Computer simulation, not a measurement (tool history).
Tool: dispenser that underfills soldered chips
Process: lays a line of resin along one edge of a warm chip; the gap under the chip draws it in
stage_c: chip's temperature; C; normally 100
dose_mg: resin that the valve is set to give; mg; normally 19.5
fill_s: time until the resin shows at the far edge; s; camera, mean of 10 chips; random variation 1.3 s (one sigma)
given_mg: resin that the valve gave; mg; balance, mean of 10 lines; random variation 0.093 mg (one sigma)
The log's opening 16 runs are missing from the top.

| run | hour | stage_c | dose_mg | hours of work since the syringe was changed | hours of work since the valve was cleaned | hours of work since the stage was calibrated | fill_s | given_mg |
|---|---|---|---|---|---|---|---|---|
|  | 79.4 | new syringe of resin |
| 17 | 80.8 | 86 | 24.0 | 1 | 41 | 267 | 239.8 | 23.28 |
| 18 | 87.5 | 86 | 24.0 | 6 | 46 | 272 | 322.2 | 23.26 |
| 19 | 91.1 | 112 | 21.1 | 8 | 48 | 275 | 141.4 | 20.29 |
|  | 91.8 | new syringe of resin |
| 20 | 96.5 | 112 | 21.1 | 3 | 52 | 278 | 102.5 | 20.43 |
| 21 | 101.1 | 106 | 23.4 | 7 | 55 | 282 | 155.7 | 22.38 |
|  | 104.3 | new syringe of resin |
| 22 | 107.9 | 113 | 18.0 | 3 | 60 | 286 | 98.9 | 17.34 |
| 23 | 114.1 | 107 | 20.6 | 7 | 64 | 291 | 155.3 | 19.59 |
|  | 116.7 | new syringe of resin |
| 24 | 118.3 | 107 | 20.6 | 1 | 67 | 293 | 106.4 | 19.43 |
| 25 | 123.8 | 100 | 23.4 | 5 | 71 | 297 | 179.1 | 22.08 |
|  | 129.1 | new syringe of resin |
| 26 | 131.3 | 91 | 25.0 | 2 | 76 | 302 | 204.9 | 23.39 |
| 27 | 136.2 | 92 | 21.0 | 5 | 79 | 306 | 255.0 | 19.72 |
|  | 141.5 | new syringe of resin |
| 28 | 141.5 | 92 | 21.0 | 0 | 83 | 309 | 182.0 | 19.56 |
| 29 | 148.2 | 92 | 21.0 | 5 | 87 | 314 | 246.8 | 19.50 |
|  | 154.2 | new syringe of resin |
| 30 | 156.0 | 92 | 21.0 | 1 | 93 | 319 | 202.2 | 19.46 |
| 31 | 159.3 | 92 | 21.0 | 4 | 95 | 322 | 231.8 | 19.42 |
| 32 | 162.7 | 98 | 19.5 | 6 | 97 | 324 | 213.4 | 18.12 |
|  | 167.0 | new syringe of resin |
| 33 | 169.9 | 98 | 19.5 | 2 | 102 | 329 | 162.0 | 17.79 |
| 34 | 174.4 | 98 | 19.5 | 5 | 105 | 332 | 199.2 | 17.99 |
| 35 | 178.3 | 98 | 19.4 | 8 | 108 | 335 | 231.2 | 17.57 |

Here are 3 independent what-if runs from the current tool condition. What would each one return?
|  | 179.7 | new syringe of resin |
| A | 183.2 | 99 | 19.4 | 2 | 111 | 338 | ? | ? |
|  | 179.7 | new syringe of resin |
| B | 183.2 | 99 | 19.9 | 2 | 111 | 338 | ? | ? |
|  | 179.7 | new syringe of resin |
| C | 183.2 | 101 | 21.7 | 2 | 111 | 338 | ? | ? |

| run | fill_s | given_mg |
|---|---|---|
| A | 165.6 | 17.63 |
| B | 163.6 | 18.24 |
| C | 149.0 | 19.75 |
Without the tool's hidden state the same runs would have given:
| run | fill_s | given_mg |
|---|---|---|
| A | 128.4 | 19.33 |
| B | 127.0 | 20.01 |
| C | 116.3 | 21.67 |

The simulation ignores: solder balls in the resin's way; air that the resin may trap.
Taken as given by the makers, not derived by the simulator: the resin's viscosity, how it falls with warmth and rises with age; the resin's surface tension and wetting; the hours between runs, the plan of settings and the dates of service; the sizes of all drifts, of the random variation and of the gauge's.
